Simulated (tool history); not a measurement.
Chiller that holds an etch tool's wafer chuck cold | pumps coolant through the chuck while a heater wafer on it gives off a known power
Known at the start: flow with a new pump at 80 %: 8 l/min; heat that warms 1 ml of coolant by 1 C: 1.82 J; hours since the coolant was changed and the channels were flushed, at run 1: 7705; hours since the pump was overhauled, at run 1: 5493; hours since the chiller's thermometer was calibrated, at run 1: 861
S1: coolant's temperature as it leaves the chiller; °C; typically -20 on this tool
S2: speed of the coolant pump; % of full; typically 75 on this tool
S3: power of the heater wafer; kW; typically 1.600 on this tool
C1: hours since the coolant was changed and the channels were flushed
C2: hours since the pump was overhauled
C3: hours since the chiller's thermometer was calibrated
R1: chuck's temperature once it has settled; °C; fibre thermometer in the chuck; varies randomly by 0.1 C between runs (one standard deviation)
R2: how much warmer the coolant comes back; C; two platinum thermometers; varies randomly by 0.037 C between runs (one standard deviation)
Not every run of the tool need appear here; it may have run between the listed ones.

Run 1, hour 0.0: usual settings; C1 7705; C2 5493; C3 861. Result: R1 -6.1 °C, R2 7.09 C.
Run 2, hour 86.1: usual settings; C1 7791; C2 5579; C3 947. Result: R1 -6.1 °C, R2 7.13 C.
Run 3, hour 187.9: usual settings but S2 72 % of full; C1 7893; C2 5681; C3 1049. Result: R1 -5.6 °C, R2 7.39 C.
Run 4, hour 292.6: usual settings but S2 89 % of full; C1 7997; C2 5785; C3 1153. Result: R1 -8.1 °C, R2 5.90 C.
Run 5, hour 373.4: usual settings but S3 1.735 kW; C1 8078; C2 5866; C3 1234. Result: R1 -4.7 °C, R2 7.70 C.
Run 6, hour 456.7: usual settings but S1 -25 °C; C1 8161; C2 5949; C3 1317. Result: R1 -10.9 °C, R2 7.04 C.
Run 7, hour 565.8: usual settings but S1 -24 °C; C1 8271; C2 6059; C3 1427. Result: R1 -10.1 °C, R2 7.08 C.
At hour 649.2: coolant changed, channels flushed.
Run 8, hour 697.7: usual settings but S1 -24 °C; C1 48; C2 6184; C3 1552. Result: R1 -9.8 °C, R2 7.05 C.
Run 9, hour 827.5: usual settings but S1 -15 °C; C1 178; C2 6314; C3 1682. Result: R1 -1.0 °C, R2 7.08 C.
Run 10, hour 943.2: usual settings but S1 -15 °C; C1 294; C2 6430; C3 1798. Result: R1 -0.9 °C, R2 7.02 C.
Run 11, hour 1023.8: usual settings but S2 67 % of full; C1 375; C2 6510; C3 1879. Result: R1 -4.6 °C, R2 7.94 C.
Run 12, hour 1128.2: usual settings but S2 98 % of full; C1 479; C2 6615; C3 1983. Result: R1 -9.1 °C, R2 5.21 C.
Run 13, hour 1233.5: usual settings but S2 98 % of full; C1 584; C2 6720; C3 2088. Result: R1 -9.0 °C, R2 5.22 C.
Run 14, hour 1340.5: usual settings but S3 1.134 kW; C1 691; C2 6827; C3 2195. Result: R1 -10.1 °C, R2 4.91 C.
Run 15, hour 1504.1: usual settings but S3 1.134 kW; C1 855; C2 6991; C3 2359. Result: R1 -10.2 °C, R2 4.96 C.
Run 16, hour 1641.9: usual settings but S3 1.134 kW; C1 993; C2 7129; C3 2497. Result: R1 -10.0 °C, R2 4.89 C.
Run 17, hour 1731.6: usual settings but S1 -30 °C, S3 1.039 kW; C1 1082; C2 7218; C3 2586. Result: R1 -21.1 °C, R2 4.55 C.
Run 18, hour 1890.4: usual settings but S1 -29 °C, S2 68 % of full; C1 1241; C2 7377; C3 2745. Result: R1 -13.6 °C, R2 7.83 C.
Run 19, hour 2003.0: usual settings but S1 -13 °C, S2 77 % of full, S3 1.399 kW; C1 1354; C2 7490; C3 2858. Result: R1 -1.1 °C, R2 5.92 C.
Run 20, hour 2121.4: usual settings but S1 -17 °C; C1 1472; C2 7608; C3 2976. Result: R1 -3.2 °C, R2 6.97 C.
Run 21, hour 2248.8: usual settings but S1 -22 °C, S2 72 % of full, S3 1.022 kW; C1 1600; C2 7735; C3 3104. Result: R1 -12.8 °C, R2 4.63 C.
Run 22, hour 2348.8: usual settings but S1 -22 °C, S2 69 % of full, S3 0.918 kW; C1 1700; C2 7835; C3 3204. Result: R1 -13.3 °C, R2 4.38 C.
Run 23, hour 2528.0: usual settings but S1 -16 °C, S3 1.084 kW; C1 1879; C2 8015; C3 3383. Result: R1 -6.6 °C, R2 4.66 C.
Run 24, hour 2701.5: usual settings but S1 -17 °C, S3 1.167 kW; C1 2052; C2 8188; C3 3556. Result: R1 -6.8 °C, R2 5.02 C.
Run 25, hour 2869.6: usual settings but S1 -24 °C, S2 89 % of full, S3 1.334 kW; C1 2220; C2 8356; C3 3724. Result: R1 -14.1 °C, R2 4.74 C.
Run 26, hour 2989.3: usual settings but S1 -22 °C, S2 68 % of full, S3 0.897 kW; C1 2340; C2 8476; C3 3844. Result: R1 -13.5 °C, R2 4.25 C.
Run 27, hour 3158.6: usual settings but S1 -22 °C, S2 68 % of full, S3 0.897 kW; C1 2509; C2 8645; C3 4013. Result: R1 -13.2 °C, R2 4.26 C.
Run 28, hour 3275.8: usual settings but S2 97 % of full; C1 2627; C2 8762; C3 4131. Result: R1 -9.0 °C, R2 5.12 C.
Run 29, hour 3357.9: usual settings but S1 -25 °C, S2 97 % of full; C1 2709; C2 8845; C3 4213. Result: R1 -13.9 °C, R2 5.18 C.
Run 30, hour 3434.7: usual settings but S1 -16 °C, S2 76 % of full, S3 0.835 kW; C1 2785; C2 8921; C3 4289. Result: R1 -8.7 °C, R2 3.48 C.
Run 31, hour 3551.2: usual settings but S3 2.319 kW; C1 2902; C2 9038; C3 4406. Result: R1 0.4 °C, R2 10.08 C.
Run 32, hour 3659.6: usual settings but S1 -11 °C, S3 2.319 kW; C1 3010; C2 9146; C3 4514. Result: R1 9.3 °C, R2 10.12 C.

Forecast each of these 4 alternatives for the next run:
Run A, hour 3796.5: usual settings but S2 90 % of full, S3 0.877 kW; C1 3147; C2 9283; C3 4651. Result: R1 ?, R2 ?.
Run B, hour 3796.5: usual settings but S1 -26 °C, S2 100 % of full, S3 2.319 kW; C1 3147; C2 9283; C3 4651. Result: R1 ?, R2 ?.
Run C, hour 3796.5: usual settings but S3 2.333 kW; C1 3147; C2 9283; C3 4651. Result: R1 ?, R2 ?.
Run D, hour 3796.5: usual settings but S1 -27 °C, S2 62 % of full, S3 1.310 kW; C1 3147; C2 9283; C3 4651. Result: R1 ?, R2 ?.

run     R1     R2
  A  -13.6   2.92
  B  -10.5   7.24
  C    0.5  10.13
  D  -13.5   7.00
Without the tool's unlogged condition, the same runs would have read:
run     R1     R2
  A  -13.6   3.15
  B  -10.5   7.46
  C    0.4  10.35
  D  -13.5   7.23
